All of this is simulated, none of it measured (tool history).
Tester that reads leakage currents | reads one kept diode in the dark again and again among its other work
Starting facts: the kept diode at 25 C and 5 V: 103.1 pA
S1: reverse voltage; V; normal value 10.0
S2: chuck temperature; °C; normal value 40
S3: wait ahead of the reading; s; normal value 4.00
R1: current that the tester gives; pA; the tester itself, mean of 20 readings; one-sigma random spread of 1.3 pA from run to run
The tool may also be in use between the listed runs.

| run | hour | S1 | S2 | S3 | R1 |
|---|---|---|---|---|---|
| 1 | 0.0 | 10.0 | 40 | 4.00 | 494.92 |
|  | 23.9 | chuck's temperature calibrated |
| 2 | 107.0 | 10.0 | 40 | 4.00 | 427.11 |
| 3 | 185.0 | 10.0 | 40 | 4.00 | 429.37 |
| 4 | 304.0 | 10.0 | 40 | 4.00 | 430.26 |
| 5 | 385.1 | 10.0 | 40 | 4.00 | 434.44 |
| 6 | 502.6 | 10.0 | 40 | 0.43 | 441.47 |
| 7 | 600.3 | 10.0 | 40 | 0.43 | 442.84 |
| 8 | 727.2 | 10.0 | 40 | 0.36 | 447.67 |
| 9 | 803.7 | 10.0 | 40 | 0.36 | 447.69 |
| 10 | 878.7 | 10.0 | 40 | 0.36 | 452.76 |
| 11 | 988.8 | 10.0 | 40 | 0.36 | 454.31 |
| 12 | 1131.9 | 10.0 | 40 | 4.00 | 454.30 |
| 13 | 1253.7 | 10.0 | 40 | 4.00 | 457.26 |
| 14 | 1324.1 | 13.5 | 40 | 4.00 | 532.51 |
| 15 | 1448.3 | 13.5 | 40 | 4.00 | 536.97 |
| 16 | 1583.6 | 10.0 | 40 | 4.00 | 466.85 |
| 17 | 1686.8 | 10.0 | 40 | 4.00 | 468.78 |
| 18 | 1778.2 | 10.0 | 40 | 4.00 | 472.02 |
| 19 | 1842.0 | 1.3 | 33 | 6.51 | 110.86 |
|  | 1911.2 | probe card cleaned and baked |
| 20 | 1975.1 | 1.3 | 33 | 6.51 | 109.79 |
| 21 | 2072.2 | 3.9 | 38 | 2.27 | 258.96 |
| 22 | 2174.1 | 1.1 | 47 | 2.27 | 266.46 |
| 23 | 2252.5 | 4.9 | 26 | 4.00 | 125.54 |
| 24 | 2376.4 | 3.0 | 28 | 0.51 | 116.87 |
| 25 | 2494.6 | 1.1 | 36 | 2.86 | 128.80 |
| 26 | 2632.7 | 1.1 | 36 | 2.86 | 130.10 |
| 27 | 2757.4 | 1.1 | 36 | 2.86 | 131.45 |
| 28 | 2824.8 | 1.1 | 40 | 0.37 | 173.51 |
| 29 | 2923.1 | 1.1 | 40 | 0.37 | 174.17 |
| 30 | 2999.3 | 10.0 | 40 | 2.35 | 494.66 |
|  | 3121.4 | chuck's temperature calibrated |
| 31 | 3135.5 | 1.2 | 51 | 2.35 | 322.07 |
| 32 | 3258.4 | 10.0 | 32 | 0.33 | 249.15 |
| 33 | 3380.5 | 10.0 | 40 | 0.52 | 430.26 |
| 34 | 3455.4 | 10.0 | 40 | 3.18 | 431.41 |

Table of differences, measured result less the result of that run with no hidden state. Run-to-run variation is the same in both. Gauge scatter possibly is not:
Hidden conditions of the tool in this case: stray current of the dirty probe card, pA a volt; current scale over the true one, %; true chuck temperature over the reading, C; drift of the gauge itself on leakage_pa, %.
| run | R1 |
|---|---|
| 1 | +76.20 |
| 2 | +3.94 |
| 3 | +6.09 |
| 4 | +9.51 |
| 5 | +11.78 |
| 6 | +15.26 |
| 7 | +17.87 |
| 8 | +21.44 |
| 9 | +23.42 |
| 10 | +25.88 |
| 11 | +28.93 |
| 12 | +32.89 |
| 13 | +36.19 |
| 14 | +46.66 |
| 15 | +50.83 |
| 16 | +45.52 |
| 17 | +48.32 |
| 18 | +51.11 |
| 19 | +11.33 |
| 20 | +10.03 |
| 21 | +24.26 |
| 22 | +24.69 |
| 23 | +14.69 |
| 24 | +14.01 |
| 25 | +15.08 |
| 26 | +16.12 |
| 27 | +17.12 |
| 28 | +22.33 |
| 29 | +23.25 |
| 30 | +71.89 |
| 31 | -4.94 |
| 32 | +5.23 |
| 33 | +6.14 |
| 34 | +8.31 |
